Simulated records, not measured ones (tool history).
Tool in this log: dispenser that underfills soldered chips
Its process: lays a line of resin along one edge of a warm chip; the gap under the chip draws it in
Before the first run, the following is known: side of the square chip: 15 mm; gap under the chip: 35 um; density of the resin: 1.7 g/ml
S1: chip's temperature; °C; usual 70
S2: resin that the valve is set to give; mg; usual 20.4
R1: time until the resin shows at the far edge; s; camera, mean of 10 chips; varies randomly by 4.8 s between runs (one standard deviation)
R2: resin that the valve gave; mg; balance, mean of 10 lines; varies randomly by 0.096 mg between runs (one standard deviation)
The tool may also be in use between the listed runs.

Run 1, hour 0: usual settings. Result: R1 619.9 s, R2 18.54 mg.
At hour 1.8: new syringe of resin.
At hour 10: new syringe of resin.
Run 2, hour 10.4: usual settings. Result: R1 477.6 s, R2 18.47 mg.
Run 3, hour 16.6: usual settings. Result: R1 619.7 s, R2 18.35 mg.
At hour 18.2: new syringe of resin.
At hour 26.6: new syringe of resin.
Run 4, hour 27.4: usual settings. Result: R1 490.4 s, R2 18.1 mg.
At hour 35.6: new syringe of resin.
Run 5, hour 37.6: usual settings. Result: R1 505.3 s, R2 17.94 mg.
At hour 44.4: new syringe of resin.
At hour 47.5: dispensing valve cleaned and set on the balance.
Run 6, hour 48.4: usual settings but S2 19.8 mg. Result: R1 536.4 s, R2 19.87 mg.
At hour 53.9: new syringe of resin.
Run 7, hour 58.4: usual settings but S2 19.8 mg. Result: R1 571.8 s, R2 19.72 mg.
At hour 61.9: new syringe of resin.
Run 8, hour 67.2: usual settings. Result: R1 584.9 s, R2 20.11 mg.
At hour 70.7: new syringe of resin.
Run 9, hour 72.4: usual settings but S1 76 °C. Result: R1 377.4 s, R2 20.1 mg.
At hour 79.2: new syringe of resin.
Run 10, hour 81.1: usual settings but S1 76 °C. Result: R1 385.6 s, R2 19.94 mg.
At hour 87.7: new syringe of resin.
Run 11, hour 91.6: usual settings but S1 76 °C. Result: R1 420.5 s, R2 19.75 mg.
At hour 96.1: new syringe of resin.
Run 12, hour 101.5: usual settings but S1 76 °C. Result: R1 447.1 s, R2 19.66 mg.
At hour 104.5: new syringe of resin.
At hour 110.4: stage's temperature calibrated.
At hour 113.5: new syringe of resin.
Run 13, hour 114.4: usual settings but S1 76 °C, S2 20.7 mg. Result: R1 394.5 s, R2 19.78 mg.
At hour 121.8: new syringe of resin.
Run 14, hour 123.1: usual settings but S1 85 °C, S2 21.7 mg. Result: R1 259.1 s, R2 20.33 mg.
Run 15, hour 128.9: usual settings but S1 56 °C, S2 22.4 mg. Result: R1 1261.8 s, R2 21.14 mg.
At hour 130.7: new syringe of resin.
Run 16, hour 136.3: usual settings but S1 56 °C, S2 22.4 mg. Result: R1 1175.8 s, R2 20.96 mg.
At hour 139: new syringe of resin.
At hour 147.1: new syringe of resin.
Run 17, hour 147.6: usual settings but S2 24.5 mg. Result: R1 488.9 s, R2 22.69 mg.
At hour 155.4: new syringe of resin.
Run 18, hour 156.9: usual settings but S2 17.9 mg. Result: R1 551.6 s, R2 16.5 mg.
At hour 163.8: new syringe of resin.
Run 19, hour 165.7: usual settings but S2 17.9 mg. Result: R1 554.6 s, R2 16.41 mg.
Run 20, hour 171.4: usual settings but S2 18.6 mg. Result: R1 710.8 s, R2 16.88 mg.
At hour 172.3: new syringe of resin.
Run 21, hour 177.2: usual settings but S2 21 mg. Result: R1 608.1 s, R2 18.8 mg.
At hour 180.8: new syringe of resin.
Run 22, hour 184.1: usual settings but S1 59 °C, S2 21.9 mg. Result: R1 933.6 s, R2 19.62 mg.
At hour 189.7: new syringe of resin.
Run 23, hour 195.6: usual settings but S1 59 °C, S2 21.9 mg. Result: R1 1052.5 s, R2 19.61 mg.
At hour 198.1: new syringe of resin.
Run 24, hour 202.1: usual settings but S1 67 °C. Result: R1 635.3 s, R2 18.18 mg.
At hour 206.2: new syringe of resin.
Run 25, hour 209.7: usual settings but S1 80 °C, S2 26.5 mg. Result: R1 350.3 s, R2 23.32 mg.
At hour 214.3: new syringe of resin.
At hour 216.3: dispensing valve cleaned and set on the balance.
Run 26, hour 222.1: usual settings but S1 80 °C, S2 26.5 mg. Result: R1 403 s, R2 26.2 mg.

Consider 3 possible next runs. They are alternatives, not a sequence: every one starts from the tool as it was left by run 26. What does each give?
At hour 223.5: new syringe of resin.
At hour 232.1: new syringe of resin.
Run A, hour 232.1: usual settings but S1 79 °C, S2 24.3 mg. Result: R1 ?, R2 ?.
At hour 223.5: new syringe of resin.
At hour 232.1: new syringe of resin.
Run B, hour 232.1: usual settings but S1 58 °C. Result: R1 ?, R2 ?.
At hour 223.5: new syringe of resin.
At hour 232.1: new syringe of resin.
Run C, hour 232.1: usual settings but S1 65 °C, S2 20.2 mg. Result: R1 ?, R2 ?.

run     R1     R2
  A  312.8  23.96
  B  853.4  20.15
  C  598.9  19.95
With the hidden condition removed and each run's random variation left untouched, the same runs would have given:
run     R1     R2
  A  312.7  24.27
  B  854.3  20.42
  C  598.9  20.22
